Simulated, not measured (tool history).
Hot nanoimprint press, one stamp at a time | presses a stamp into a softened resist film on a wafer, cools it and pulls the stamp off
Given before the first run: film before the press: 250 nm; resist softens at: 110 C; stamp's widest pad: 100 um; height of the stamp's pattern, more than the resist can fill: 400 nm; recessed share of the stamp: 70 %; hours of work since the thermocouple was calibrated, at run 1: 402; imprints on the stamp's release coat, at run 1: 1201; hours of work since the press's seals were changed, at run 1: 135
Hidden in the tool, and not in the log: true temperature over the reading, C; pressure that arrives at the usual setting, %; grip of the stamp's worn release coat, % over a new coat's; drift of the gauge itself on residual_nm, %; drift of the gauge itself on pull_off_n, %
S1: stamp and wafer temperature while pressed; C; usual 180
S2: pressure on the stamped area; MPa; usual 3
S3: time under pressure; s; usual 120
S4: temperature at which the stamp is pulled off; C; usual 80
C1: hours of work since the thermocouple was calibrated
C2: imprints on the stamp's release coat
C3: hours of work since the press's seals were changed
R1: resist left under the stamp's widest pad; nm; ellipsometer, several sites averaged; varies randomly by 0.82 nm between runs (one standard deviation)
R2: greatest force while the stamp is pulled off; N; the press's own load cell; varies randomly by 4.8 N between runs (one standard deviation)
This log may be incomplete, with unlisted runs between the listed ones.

| run | day | S1 | S2 | S3 | S4 | C1 | C2 | C3 | R1 | R2 |
|---|---|---|---|---|---|---|---|---|---|---|
| 1 | 0 | 180 | 3 | 120 | 80 | 402 | 1201 | 135 | 127.9 | 378 |
| 2 | 0.971 | 180 | 3 | 120 | 80 | 417 | 1290 | 150 | 128.3 | 377 |
| 3 | 1.458 | 180 | 3 | 120 | 80 | 424 | 1334 | 157 | 129.8 | 383 |
| 4 | 2.379 | 180 | 3 | 120 | 80 | 438 | 1418 | 171 | 129.4 | 396 |
| 5 | 2.921 | 180 | 3 | 120 | 80 | 446 | 1467 | 179 | 130.9 | 408 |
| 6 | 3.446 | 180 | 3 | 120 | 78 | 454 | 1514 | 187 | 129.1 | 432 |
| 7 | 4.304 | 180 | 3 | 70 | 78 | 467 | 1592 | 200 | 152.1 | 457 |
| 8 | 5.117 | 180 | 3 | 120 | 80 | 479 | 1666 | 212 | 129.4 | 440 |
| 9 | 5.792 | 180 | 3 | 120 | 80 | 489 | 1727 | 222 | 129.7 | 432 |
| 10 | 6.783 | 180 | 3 | 120 | 80 | 504 | 1818 | 237 | 130.2 | 451 |
|  | 7.188 | stamp cleaned and given a new release coat |
| 11 | 7.879 | 180 | 3 | 120 | 80 | 517 | 62 | 250 | 131.8 | 251 |
|  | 8.342 | plate thermocouple calibrated |
| 12 | 9.042 | 187 | 3.7 | 128 | 80 | 10 | 157 | 265 | 74.6 | 247 |
| 13 | 9.617 | 174 | 3.7 | 128 | 78 | 19 | 209 | 274 | 139.7 | 268 |
| 14 | 10.129 | 178 | 3.88 | 97 | 80 | 27 | 255 | 282 | 124.5 | 254 |
| 15 | 10.608 | 178 | 3.88 | 97 | 80 | 34 | 299 | 289 | 124.4 | 258 |

Measured minus without-hidden-state, run by run (identical run-to-run variation in each term; gauge scatter may differ):
| run | R1 | R2 |
|---|---|---|
| 1 | +7.7 | +140 |
| 2 | +8.2 | +147 |
| 3 | +8.3 | +151 |
| 4 | +8.7 | +164 |
| 5 | +8.9 | +172 |
| 6 | +9 | +187 |
| 7 | +9.9 | +204 |
| 8 | +9.6 | +202 |
| 9 | +9.9 | +201 |
| 10 | +10.4 | +218 |
| 11 | +10.7 | +17 |
| 12 | +0.5 | +14 |
| 13 | +0.7 | +20 |
| 14 | +1 | +23 |
| 15 | +1.2 | +28 |
